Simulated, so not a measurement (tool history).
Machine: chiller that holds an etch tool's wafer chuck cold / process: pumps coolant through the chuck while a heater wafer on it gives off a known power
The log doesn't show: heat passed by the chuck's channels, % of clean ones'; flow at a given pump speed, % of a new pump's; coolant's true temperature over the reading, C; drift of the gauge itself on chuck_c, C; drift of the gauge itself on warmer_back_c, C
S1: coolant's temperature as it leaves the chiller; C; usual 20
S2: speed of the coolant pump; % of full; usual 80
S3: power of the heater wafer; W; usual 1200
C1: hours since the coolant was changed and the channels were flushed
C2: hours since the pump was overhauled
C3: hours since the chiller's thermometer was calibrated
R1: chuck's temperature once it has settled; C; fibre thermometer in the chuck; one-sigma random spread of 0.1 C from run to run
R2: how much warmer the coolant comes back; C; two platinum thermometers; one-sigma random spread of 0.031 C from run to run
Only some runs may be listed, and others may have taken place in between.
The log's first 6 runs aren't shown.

run 7 day=22.583 | S1=28 S2=80 S3=1200 | C1=5072 C2=3828 C3=2599 | R1=43.6 R2=5.11
run 8 day=24.925 | S1=28 S2=80 S3=1200 | C1=5128 C2=3885 C3=2655 | R1=43.5 R2=5.08
run 9 day=29.362 | S1=20 S2=80 S3=895 | C1=5234 C2=3991 C3=2761 | R1=31.8 R2=3.81
run 10 day=32.112 | S1=20 S2=80 S3=1171 | C1=5300 C2=4057 C3=2827 | R1=35.4 R2=5.03
run 11 day=35.446 | S1=20 S2=80 S3=1171 | C1=5380 C2=4137 C3=2907 | R1=35.4 R2=5.05
run 12 day=39.879 | S1=20 S2=80 S3=1171 | C1=5487 C2=4243 C3=3014 | R1=35.6 R2=4.95
run 13 day=43.379 | S1=20 S2=80 S3=1200 | C1=5571 C2=4327 C3=3098 | R1=36.0 R2=5.16
run 14 day=48.567 | S1=20 S2=80 S3=632 | C1=5695 C2=4452 C3=3222 | R1=28.2 R2=2.70
run 15 day=52.300 | S1=20 S2=80 S3=1200 | C1=5785 C2=4542 C3=3312 | R1=36.0 R2=5.13
run 16 day=55.900 | S1=20 S2=80 S3=663 | C1=5871 C2=4628 C3=3398 | R1=28.8 R2=2.82
-- day=59.904 coolant changed, channels flushed
run 17 day=61.342 | S1=10 S2=98 S3=1200 | C1=34 C2=4753 C3=3523 | R1=22.0 R2=4.19
run 18 day=65.792 | S1=29 S2=98 S3=693 | C1=141 C2=4859 C3=3630 | R1=35.8 R2=2.35
run 19 day=70.458 | S1=25 S2=84 S3=1008 | C1=253 C2=4971 C3=3742 | R1=36.0 R2=4.00
run 20 day=73.608 | S1=14 S2=78 S3=654 | C1=329 C2=5047 C3=3817 | R1=21.5 R2=2.89
run 21 day=75.867 | S1=20 S2=75 S3=827 | C1=383 C2=5101 C3=3871 | R1=30.0 R2=3.77
-- day=76.167 chiller's thermometer calibrated
run 22 day=79.058 | S1=20 S2=96 S3=827 | C1=459 C2=5177 C3=69 | R1=28.5 R2=2.92
run 23 day=81.400 | S1=11 S2=96 S3=1439 | C1=515 C2=5233 C3=126 | R1=25.7 R2=5.12
run 24 day=85.754 | S1=17 S2=75 S3=1200 | C1=619 C2=5337 C3=230 | R1=31.4 R2=5.55
-- day=87.538 chiller's thermometer calibrated, once more
run 25 day=88.150 | S1=12 S2=64 S3=870 | C1=676 C2=5394 C3=15 | R1=24.0 R2=4.71
run 26 day=90.650 | S1=12 S2=64 S3=870 | C1=736 C2=5454 C3=75 | R1=23.8 R2=4.77
run 27 day=93.808 | S1=15 S2=80 S3=1098 | C1=812 C2=5530 C3=150 | R1=27.9 R2=4.76
run 28 day=98.829 | S1=18 S2=85 S3=1097 | C1=932 C2=5650 C3=271 | R1=30.3 R2=4.41
run 29 day=102.554 | S1=18 S2=85 S3=878 | C1=1022 C2=5740 C3=360 | R1=27.9 R2=3.53
run 30 day=105.867 | S1=27 S2=86 S3=1565 | C1=1101 C2=5819 C3=440 | R1=44.6 R2=6.29
run 31 day=110.383 | S1=27 S2=72 S3=1565 | C1=1209 C2=5928 C3=548 | R1=46.8 R2=7.59

Alternative continuations, all from the tool just after run 31; predict every row:
run A day=113.925 | S1=15 S2=80 S3=1200 | C1=1294 C2=6013 C3=633 | R1=? R2=?
run B day=113.925 | S1=30 S2=80 S3=1074 | C1=1294 C2=6013 C3=633 | R1=? R2=?
run C day=113.925 | S1=30 S2=72 S3=606 | C1=1294 C2=6013 C3=633 | R1=? R2=?

run=A R1=29.4 R2=5.16
run=B R1=42.9 R2=4.70
run=C R1=37.5 R2=2.92
What these runs would have given with no unlogged condition in the tool:
run=A R1=28.6 R2=4.94
run=B R1=42.1 R2=4.51
run=C R1=37.1 R2=2.80
